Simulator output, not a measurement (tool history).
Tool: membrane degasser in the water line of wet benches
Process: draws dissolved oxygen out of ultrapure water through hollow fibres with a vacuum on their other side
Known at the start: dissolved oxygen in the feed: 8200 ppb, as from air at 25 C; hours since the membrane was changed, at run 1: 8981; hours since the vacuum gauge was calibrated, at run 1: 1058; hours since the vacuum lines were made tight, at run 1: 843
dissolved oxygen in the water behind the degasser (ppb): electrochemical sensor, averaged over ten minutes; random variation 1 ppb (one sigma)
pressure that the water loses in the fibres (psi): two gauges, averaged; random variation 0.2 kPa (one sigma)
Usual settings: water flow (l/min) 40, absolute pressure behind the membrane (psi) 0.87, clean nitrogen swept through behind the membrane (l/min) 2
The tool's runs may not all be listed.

run,hour,water flow (l/min),absolute pressure behind the membrane (psi),clean nitrogen swept through behind the membrane (l/min),hours since the membrane was changed,hours since the vacuum gauge was calibrated,hours since the vacuum lines were made tight,dissolved oxygen in the water behind the degasser (ppb),pressure that the water loses in the fibres (psi)
1,0,40,0.87,2,8981,1058,843,139.4,6.575
2,171.3,40,0.87,2,9152,1230,1014,139.9,6.602
3,291.3,40,0.87,2,9272,1350,1134,138.1,6.485
4,543.9,40,0.87,2,9524,1602,1387,139,6.57
5,740.8,40,0.87,2,9721,1799,1584,138.2,6.556
6,955.4,40,0.87,2,9936,2014,1798,140.6,6.622
7,1103.1,40,0.87,1.02,10084,2162,1946,237.3,6.624
8,1349.7,40,0.87,1.02,10330,2408,2193,237.8,6.611
9,1601.3,40,0.87,2,10582,2660,2444,140.2,6.605
10,1827.1,40,0.87,2,10808,2886,2670,141.7,6.631
11,2033.2,40,0.87,2,11014,3092,2876,142.2,6.562
12,2211.5,40,0.87,2,11192,3270,3055,144.6,6.66
# hour 2233.2: vacuum gauge calibrated
13,2388.5,40,0.87,2,11369,155,3231,145.7,6.635
14,2626.8,40,0.87,2,11607,394,3469,149.6,6.637
15,2875.6,40,1.881,2,11856,642,3718,435.8,6.666
16,3133.4,40,1.881,2,12113,900,3976,444.4,6.705
17,3344.1,40,0.87,2,12324,1111,4187,150.8,6.631
# hour 3466.1: vacuum gauge calibrated, once more
18,3552.9,52,1.646,2.16,12532,87,4395,437.2,8.628
19,3786.3,54,0.965,4.11,12766,320,4628,141.9,9.045
20,3948.9,54,1.891,3.93,12928,483,4791,341.5,9.004
21,4123,50,1.455,1.02,13102,657,4965,628.7,8.422
22,4275.6,42,1.977,0.85,13255,810,5118,917.3,7.031
# hour 4352.8: membrane cartridge changed
# hour 4449.7: seals of the vacuum lines changed
23,4460.9,42,1.977,0.85,106,989,11,905.7,6.477
24,4615.9,26,0.87,2,261,1144,166,84,4.023
25,4758.1,26,0.87,2,403,1286,308,86.1,4.061
26,4888.3,40,1.508,1.23,533,1416,439,473.1,6.226
27,5035.4,29,1.078,1.23,681,1563,586,216.1,4.506
28,5258.8,53,0.87,3.83,904,1787,809,113.9,8.216
29,5398,40,0.625,1.61,1043,1926,948,71.5,6.206
30,5548.1,40,0.625,1.61,1193,2076,1098,71.6,6.2
31,5680.4,40,0.625,1.05,1326,2208,1231,98.4,6.189
32,5890.6,40,0.625,1.05,1536,2419,1441,99.3,6.213
33,6089.2,40,1.075,3.6,1734,2617,1639,120.7,6.279

3 ways to go on from here, each from the tool as it stands after run 33. What would each give?
A,6325.2,43,1.075,1.68,1970,2853,1875,?,?
B,6325.2,40,1.075,1.5,1970,2853,1875,?,?
C,6325.2,40,0.87,1.19,1970,2853,1875,?,?

run,dissolved oxygen in the water behind the degasser (ppb),pressure that the water loses in the fibres (psi)
A,243.7,6.759
B,249.1,6.273
C,208.3,6.254
Without the tool's hidden state the same runs would have given:
run,dissolved oxygen in the water behind the degasser (ppb),pressure that the water loses in the fibres (psi)
A,238.9,6.679
B,244.3,6.199
C,202.7,6.18
